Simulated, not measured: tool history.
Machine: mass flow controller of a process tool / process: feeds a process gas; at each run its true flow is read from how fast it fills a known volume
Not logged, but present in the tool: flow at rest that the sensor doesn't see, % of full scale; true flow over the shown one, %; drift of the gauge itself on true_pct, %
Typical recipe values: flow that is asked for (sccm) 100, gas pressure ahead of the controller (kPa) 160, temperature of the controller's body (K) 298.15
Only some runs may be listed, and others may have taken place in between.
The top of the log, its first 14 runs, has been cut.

run    hour  flow that is asked for (sccm)  gas pressure ahead of the controller (kPa)  temperature of the controller's body (K)  hours of work since the controller was set to zero  hours of work since the controller was changed  true flow (%)
 15  2901.8                            100                                         144                                    298.15                                                5300                                            5300         100.55
 16  3109.5                            100                                         144                                    298.15                                                5383                                            5383         100.58
 17  3365.8                            100                                         144                                    298.15                                                5486                                            5486         100.68
 18  3648.4                            100                                         144                                    298.15                                                5599                                            5599         100.75
 19  3818.1                            100                                         144                                    298.15                                                5667                                            5667         100.65
 20  4070.2                            100                                         144                                    298.15                                                5768                                            5768         100.65
 21  4282.0                             43                                         194                                    302.15                                                5853                                            5853         104.23
 22  4441.6                             46                                         194                                    301.15                                                5917                                            5917         103.76
 23  4679.4                             50                                         212                                    311.15                                                6012                                            6012         104.27
 24  4817.7                            100                                         151                                    298.15                                                6068                                            6068         100.66
     4971.9  -- controller's zero set anew
 25  5120.8                            100                                         151                                    298.15                                                  60                                            6189          98.05
 26  5324.6                             27                                         172                                    293.15                                                 141                                            6271          97.81
 27  5560.6                            151                                         176                                    293.15                                                 236                                            6365          97.63
 28  5727.2                             84                                         146                                    293.15                                                 303                                            6432          97.60
 29  5952.4                            100                                         160                                    298.15                                                 393                                            6523          98.13
 30  6257.3                            100                                         160                                    298.15                                                 515                                            6645          97.95
 31  6475.8                            100                                         160                                    298.15                                                 603                                            6732          98.10
 32  6748.7                            100                                         160                                    298.15                                                 712                                            6842          98.01
 33  6938.9                            100                                         160                                    298.15                                                 789                                            6918          97.97

Consider 4 possible next runs. They are alternatives, not a sequence: every one starts from the tool as it was left by run 33. What does each give?
  A  7251.9                             62                                         160                                    297.15                                                 914                                            7044              ?
  B  7251.9                            105                                         160                                    295.15                                                 914                                            7044              ?
  C  7251.9                             25                                         218                                    306.15                                                 914                                            7044              ?
  D  7251.9                             39                                         160                                    301.15                                                 914                                            7044              ?

run  true flow (%)
  A          98.17
  B          97.78
  C          99.77
  D          98.93
The same runs, with their run-to-run variation unchanged, on a tool lacking any hidden condition would have given:
run  true flow (%)
  A          99.67
  B          99.55
  C         100.27
  D         100.03
